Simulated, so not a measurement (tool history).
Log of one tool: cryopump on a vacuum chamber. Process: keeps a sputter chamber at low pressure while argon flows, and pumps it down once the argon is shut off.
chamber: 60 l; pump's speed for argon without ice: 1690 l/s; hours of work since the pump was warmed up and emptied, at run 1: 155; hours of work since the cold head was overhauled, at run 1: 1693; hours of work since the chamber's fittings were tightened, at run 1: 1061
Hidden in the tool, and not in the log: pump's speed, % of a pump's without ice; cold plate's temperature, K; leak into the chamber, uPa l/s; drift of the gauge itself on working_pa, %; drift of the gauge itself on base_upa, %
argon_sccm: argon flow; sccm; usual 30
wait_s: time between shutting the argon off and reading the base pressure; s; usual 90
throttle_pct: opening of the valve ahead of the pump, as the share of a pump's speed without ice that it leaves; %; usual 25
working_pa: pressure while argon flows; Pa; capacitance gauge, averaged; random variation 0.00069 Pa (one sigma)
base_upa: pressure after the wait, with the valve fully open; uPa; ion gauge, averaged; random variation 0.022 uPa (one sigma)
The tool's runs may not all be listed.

run,day,argon_sccm,wait_s,throttle_pct,hours of work since the pump was warmed up and emptied,hours of work since the cold head was overhauled,hours of work since the chamber's fittings were tightened,working_pa,base_upa
1,0,30,90,25,155,1693,1061,0.1236,1.45
2,3.492,30,133,25,200,1738,1106,0.1254,1.37
3,8.429,30,133,25,263,1801,1169,0.1248,1.54
# day 13.892: pump warmed up, emptied and cooled again
4,13.892,30,90,25,0,1868,1237,0.1206,1.51
5,17.304,30,90,25,44,1912,1280,0.1217,1.57
6,21.171,30,90,25,93,1962,1330,0.123,1.59
7,24.392,30,22,25,135,2003,1371,0.1243,2.94
8,29.475,30,29,25,200,2068,1436,0.1249,2.62
9,33.596,30,29,25,253,2121,1489,0.125,2.75
10,38.3,16,277,51,313,2182,1550,0.0347,1.6
# day 40: pump warmed up, emptied and cooled again
11,43.042,16,277,51,39,2240,1608,0.032,1.44

3 ways to go on from here, each from the tool as it stands after run 11. What would each give?
A,46.921,16,277,46,89,2289,1658,?,?
B,46.921,30,173,60,89,2289,1658,?,?
C,46.921,30,30,30,89,2289,1658,?,?

run,working_pa,base_upa
A,0.0355,1.58
B,0.0527,1.57
C,0.1006,2.69
Without the tool's hidden state the same runs would have given:
run,working_pa,base_upa
A,0.0344,0.32
B,0.0506,0.37
C,0.0985,1.5
